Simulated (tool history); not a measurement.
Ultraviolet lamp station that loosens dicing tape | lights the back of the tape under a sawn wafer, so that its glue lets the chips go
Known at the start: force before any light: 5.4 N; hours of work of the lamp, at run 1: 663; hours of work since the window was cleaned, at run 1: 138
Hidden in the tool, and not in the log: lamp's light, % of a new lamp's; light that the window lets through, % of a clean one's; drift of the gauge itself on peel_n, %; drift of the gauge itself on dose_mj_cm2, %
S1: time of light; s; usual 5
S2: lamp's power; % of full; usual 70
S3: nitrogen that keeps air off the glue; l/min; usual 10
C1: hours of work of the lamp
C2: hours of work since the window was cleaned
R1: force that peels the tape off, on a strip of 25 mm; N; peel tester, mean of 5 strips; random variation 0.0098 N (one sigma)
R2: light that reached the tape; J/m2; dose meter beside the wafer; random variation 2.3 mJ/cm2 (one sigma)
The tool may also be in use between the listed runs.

Run 1, day 0: usual settings; C1 663; C2 138. Result: R1 0.411 N, R2 2220 J/m2.
Run 2, day 1.454: usual settings; C1 678; C2 152. Result: R1 0.424 N, R2 2250 J/m2.
Run 3, day 4.617: usual settings but S3 17 l/min; C1 710; C2 184. Result: R1 0.321 N, R2 2210 J/m2.
Run 4, day 6.204: usual settings but S3 17 l/min; C1 726; C2 200. Result: R1 0.33 N, R2 2230 J/m2.
Run 5, day 7.546: usual settings but S3 17 l/min; C1 739; C2 214. Result: R1 0.319 N, R2 2250 J/m2.
Run 6, day 9.996: usual settings but S1 9 s, S3 17 l/min; C1 764; C2 238. Result: R1 0.177 N, R2 3920 J/m2.
At day 11.05: window cleaned of glue's vapour.
Run 7, day 12.392: usual settings; C1 788; C2 14. Result: R1 0.424 N, R2 2210 J/m2.
Run 8, day 14.546: usual settings but S1 2 s; C1 809; C2 35. Result: R1 1.746 N, R2 860 J/m2.
Run 9, day 15.925: usual settings but S1 10 s, S3 5 l/min; C1 823; C2 49. Result: R1 0.229 N, R2 4430 J/m2.
Run 10, day 17.842: usual settings but S1 10 s, S3 5 l/min; C1 842; C2 68. Result: R1 0.223 N, R2 4400 J/m2.
Run 11, day 20.888: usual settings but S1 10 s, S3 5 l/min; C1 873; C2 99. Result: R1 0.215 N, R2 4390 J/m2.
Run 12, day 23.546: usual settings but S1 2 s, S2 63 % of full, S3 12 l/min; C1 900; C2 126. Result: R1 1.787 N, R2 790 J/m2.
Run 13, day 26.525: usual settings but S1 10 s, S2 63 % of full, S3 12 l/min; C1 930; C2 156. Result: R1 0.188 N, R2 3970 J/m2.
Run 14, day 27.846: usual settings but S1 8 s, S2 73 % of full; C1 943; C2 169. Result: R1 0.203 N, R2 3680 J/m2.
Run 15, day 29.829: usual settings but S2 82 % of full; C1 963; C2 189. Result: R1 0.327 N, R2 2590 J/m2.

Hidden state at the last listed run before each entry between runs and at the first one after, where it differs:
Between runs 6 and 7: window cleaned of glue's vapour (day 11.05)
  light that the window lets through, % of a clean one's: 99.9 -> 100
